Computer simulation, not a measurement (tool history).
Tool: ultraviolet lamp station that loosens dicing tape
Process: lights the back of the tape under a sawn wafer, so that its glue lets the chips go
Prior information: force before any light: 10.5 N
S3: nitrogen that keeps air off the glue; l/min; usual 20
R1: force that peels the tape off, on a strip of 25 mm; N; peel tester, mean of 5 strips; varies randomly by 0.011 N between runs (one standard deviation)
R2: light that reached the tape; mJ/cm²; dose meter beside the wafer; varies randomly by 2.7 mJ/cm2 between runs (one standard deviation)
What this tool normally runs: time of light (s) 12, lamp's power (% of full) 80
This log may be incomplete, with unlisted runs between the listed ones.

Run 1, day 0: usual settings. Result: R1 0.506 N, R2 373 mJ/cm².
Run 2, day 2.162: usual settings. Result: R1 0.506 N, R2 381 mJ/cm².
Run 3, day 4.238: usual settings. Result: R1 0.497 N, R2 376 mJ/cm².
Run 4, day 6.075: usual settings but time of light (s) 14. Result: R1 0.384 N, R2 440 mJ/cm².
Run 5, day 8.433: usual settings. Result: R1 0.505 N, R2 380 mJ/cm².
Run 6, day 10.638: usual settings. Result: R1 0.484 N, R2 372 mJ/cm².
Run 7, day 12.183: usual settings but lamp's power (% of full) 63. Result: R1 0.795 N, R2 296 mJ/cm².
Run 8, day 13.779: usual settings but lamp's power (% of full) 63. Result: R1 0.788 N, R2 295 mJ/cm².
Run 9, day 15.096: usual settings but lamp's power (% of full) 63. Result: R1 0.791 N, R2 292 mJ/cm².
Run 10, day 17.071: usual settings but time of light (s) 9. Result: R1 0.883 N, R2 283 mJ/cm².
Run 11, day 18.221: usual settings but time of light (s) 9, lamp's power (% of full) 92. Result: R1 0.686 N, R2 325 mJ/cm².
Run 12, day 19.629: usual settings but time of light (s) 9, lamp's power (% of full) 92. Result: R1 0.649 N, R2 325 mJ/cm².
Run 13, day 21.208: usual settings but time of light (s) 7, lamp's power (% of full) 92. Result: R1 1.122 N, R2 251 mJ/cm².
Run 14, day 23.25: usual settings but time of light (s) 9. Result: R1 0.877 N, R2 278 mJ/cm².
Run 15, day 25.2: usual settings but S3 7 l/min. Result: R1 1.194 N, R2 379 mJ/cm².
Run 16, day 26.567: usual settings but S3 7 l/min. Result: R1 1.144 N, R2 378 mJ/cm².
Run 17, day 28.196: usual settings but S3 7 l/min. Result: R1 1.127 N, R2 378 mJ/cm².
Run 18, day 30.721: usual settings but S3 7 l/min. Result: R1 1.15 N, R2 372 mJ/cm².
Run 19, day 32.196: usual settings but S3 7 l/min. Result: R1 1.143 N, R2 373 mJ/cm².
Run 20, day 34.904: usual settings. Result: R1 0.508 N, R2 377 mJ/cm².
Run 21, day 36.971: usual settings but lamp's power (% of full) 83. Result: R1 0.474 N, R2 388 mJ/cm².
Run 22, day 39.246: usual settings but lamp's power (% of full) 83. Result: R1 0.474 N, R2 388 mJ/cm².
Run 23, day 40.929: usual settings but time of light (s) 16, S3 6 l/min. Result: R1 0.735 N, R2 500 mJ/cm².
Run 24, day 42.438: usual settings but time of light (s) 6, lamp's power (% of full) 60, S3 11 l/min. Result: R1 3.625 N, R2 142 mJ/cm².
Run 25, day 44.317: usual settings but time of light (s) 6, lamp's power (% of full) 60, S3 11 l/min. Result: R1 3.462 N, R2 139 mJ/cm².
Run 26, day 45.912: usual settings but lamp's power (% of full) 96, S3 28 l/min. Result: R1 0.32 N, R2 452 mJ/cm².
Run 27, day 47.492: usual settings but time of light (s) 9, lamp's power (% of full) 93. Result: R1 0.679 N, R2 329 mJ/cm².
Run 28, day 50.204: usual settings but time of light (s) 9, lamp's power (% of full) 93. Result: R1 0.661 N, R2 326 mJ/cm².
Run 29, day 52.429: usual settings but time of light (s) 9, lamp's power (% of full) 93. Result: R1 0.639 N, R2 325 mJ/cm².
Run 30, day 53.975: usual settings but time of light (s) 10, lamp's power (% of full) 93. Result: R1 0.539 N, R2 361 mJ/cm².
Run 31, day 56.012: usual settings but time of light (s) 14, lamp's power (% of full) 92, S3 15 l/min. Result: R1 0.364 N, R2 505 mJ/cm².
Run 32, day 58.783: usual settings but time of light (s) 14, lamp's power (% of full) 92, S3 15 l/min. Result: R1 0.375 N, R2 501 mJ/cm².
Run 33, day 60.117: usual settings but time of light (s) 14, lamp's power (% of full) 92, S3 15 l/min. Result: R1 0.376 N, R2 502 mJ/cm².
Run 34, day 62.4: usual settings but time of light (s) 14, lamp's power (% of full) 92, S3 15 l/min. Result: R1 0.36 N, R2 506 mJ/cm².
Run 35, day 64.804: usual settings but time of light (s) 14, lamp's power (% of full) 92, S3 15 l/min. Result: R1 0.361 N, R2 505 mJ/cm².
Run 36, day 66.975: usual settings but time of light (s) 18, S3 11 l/min. Result: R1 0.371 N, R2 558 mJ/cm².
Run 37, day 68.8: usual settings but time of light (s) 18, S3 8 l/min. Result: R1 0.45 N, R2 561 mJ/cm².
Run 38, day 70.312: usual settings but time of light (s) 18, S3 8 l/min. Result: R1 0.445 N, R2 556 mJ/cm².
Run 39, day 72.529: usual settings but time of light (s) 17, S3 25 l/min. Result: R1 0.287 N, R2 529 mJ/cm².
Run 40, day 74.617: usual settings but lamp's power (% of full) 93, S3 39 l/min. Result: R1 0.297 N, R2 430 mJ/cm².
Run 41, day 76.05: usual settings but lamp's power (% of full) 68, S3 9 l/min. Result: R1 1.246 N, R2 319 mJ/cm².
Run 42, day 78.538: usual settings but lamp's power (% of full) 95, S3 9 l/min. Result: R1 0.671 N, R2 446 mJ/cm².

Withheld: 2 entries from between the runs. Position of each, and hidden state at the listed run before versus the listed run after:
Run 19 -> run 20: window cleaned of glue's vapour (day 33.396)
  light that the window lets through, % of a clean one's: 99.8 -> 100
  measured less the result without the state, R1: +0.008 -> +0.002 N; R2: -1 -> -1 mJ/cm²
Run 35 -> run 36: window cleaned of glue's vapour (day 66.712)
  light that the window lets through, % of a clean one's: 99.8 -> 100
  measured less the result without the state, R1: +0.002 -> +0.002 N; R2: -3 -> -2 mJ/cm²

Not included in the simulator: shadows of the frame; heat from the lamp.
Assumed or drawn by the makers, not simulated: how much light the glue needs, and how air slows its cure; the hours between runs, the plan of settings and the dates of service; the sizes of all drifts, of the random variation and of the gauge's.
